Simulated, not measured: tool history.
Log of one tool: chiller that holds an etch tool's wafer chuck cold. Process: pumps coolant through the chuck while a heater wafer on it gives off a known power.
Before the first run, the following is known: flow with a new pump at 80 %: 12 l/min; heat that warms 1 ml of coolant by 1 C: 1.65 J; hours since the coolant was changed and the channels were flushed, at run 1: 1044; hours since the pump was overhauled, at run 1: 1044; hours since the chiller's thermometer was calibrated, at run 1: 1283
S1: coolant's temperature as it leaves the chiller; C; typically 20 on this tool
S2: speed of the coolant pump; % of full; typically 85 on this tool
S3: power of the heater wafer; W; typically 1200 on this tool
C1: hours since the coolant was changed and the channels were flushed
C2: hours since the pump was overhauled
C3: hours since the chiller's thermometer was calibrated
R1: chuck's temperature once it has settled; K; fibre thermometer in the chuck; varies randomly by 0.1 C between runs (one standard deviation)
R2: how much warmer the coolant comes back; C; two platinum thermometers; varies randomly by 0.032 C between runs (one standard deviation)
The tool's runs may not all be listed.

{"run": 1, "day": 0.0, "S1": 20, "S2": 85, "S3": 1200, "C1": 1044, "C2": 1044, "C3": 1283, "R1": 300.45, "R2": 3.4}
{"run": 2, "day": 2.579, "S1": 20, "S2": 88, "S3": 1200, "C1": 1106, "C2": 1106, "C3": 1345, "R1": 300.35, "R2": 3.25}
{"run": 3, "day": 5.192, "S1": 20, "S2": 85, "S3": 1200, "C1": 1169, "C2": 1169, "C3": 1408, "R1": 300.55, "R2": 3.49}
{"run": 4, "day": 7.683, "S1": 20, "S2": 85, "S3": 1200, "C1": 1229, "C2": 1229, "C3": 1468, "R1": 300.45, "R2": 3.43}
{"run": 5, "day": 11.258, "S1": 20, "S2": 85, "S3": 1200, "C1": 1314, "C2": 1314, "C3": 1554, "R1": 300.25, "R2": 3.33}
{"run": 6, "day": 13.733, "S1": 20, "S2": 85, "S3": 1200, "C1": 1374, "C2": 1374, "C3": 1613, "R1": 300.55, "R2": 3.33}
{"run": 7, "day": 17.667, "S1": 20, "S2": 85, "S3": 1200, "C1": 1468, "C2": 1468, "C3": 1707, "R1": 300.45, "R2": 3.36}
{"run": 8, "day": 21.058, "S1": 20, "S2": 85, "S3": 1200, "C1": 1550, "C2": 1550, "C3": 1789, "R1": 300.45, "R2": 3.29}
{"run": 9, "day": 22.967, "S1": 29, "S2": 85, "S3": 951, "C1": 1595, "C2": 1595, "C3": 1835, "R1": 307.85, "R2": 2.58}
{"run": 10, "day": 24.796, "S1": 29, "S2": 85, "S3": 951, "C1": 1639, "C2": 1639, "C3": 1879, "R1": 307.95, "R2": 2.64}
{"run": 11, "day": 26.708, "S1": 22, "S2": 85, "S3": 951, "C1": 1685, "C2": 1685, "C3": 1924, "R1": 300.95, "R2": 2.57}
{"run": 12, "day": 30.704, "S1": 22, "S2": 85, "S3": 951, "C1": 1781, "C2": 1781, "C3": 2020, "R1": 300.95, "R2": 2.56}
{"run": 13, "day": 34.679, "S1": 20, "S2": 73, "S3": 1096, "C1": 1876, "C2": 1876, "C3": 2116, "R1": 300.85, "R2": 3.55}
{"day": 35.788, "done": "chiller's thermometer calibrated"}
{"run": 14, "day": 38.908, "S1": 23, "S2": 69, "S3": 636, "C1": 1977, "C2": 1977, "C3": 75, "R1": 300.75, "R2": 2.1}
{"run": 15, "day": 41.675, "S1": 19, "S2": 85, "S3": 1200, "C1": 2043, "C2": 2043, "C3": 141, "R1": 299.45, "R2": 3.18}

Hidden state or all else? Some run-to-run changes of R2, split into what the settings, what came in and random variation would give without the hidden state, and what is left for the hidden state (with any gauge scatter that isn't in both results):
Hidden state present: heat passed by the chuck's channels, % of clean ones'; flow at a given pump speed, % of a new pump's; coolant's true temperature over the reading, C; drift of the gauge itself on chuck_c, C; drift of the gauge itself on warmer_back_c, C.
Run 3 -> 4: no setting touched and nothing written in the log between the runs. R2 -0.06 C: hidden state -0.02, all else -0.04.
Run 13 -> 14: S1 20 -> 23, S2 73 -> 69, S3 1096 -> 636, chiller's thermometer calibrated. R2 -1.45 C: hidden state -0.02, all else -1.43.
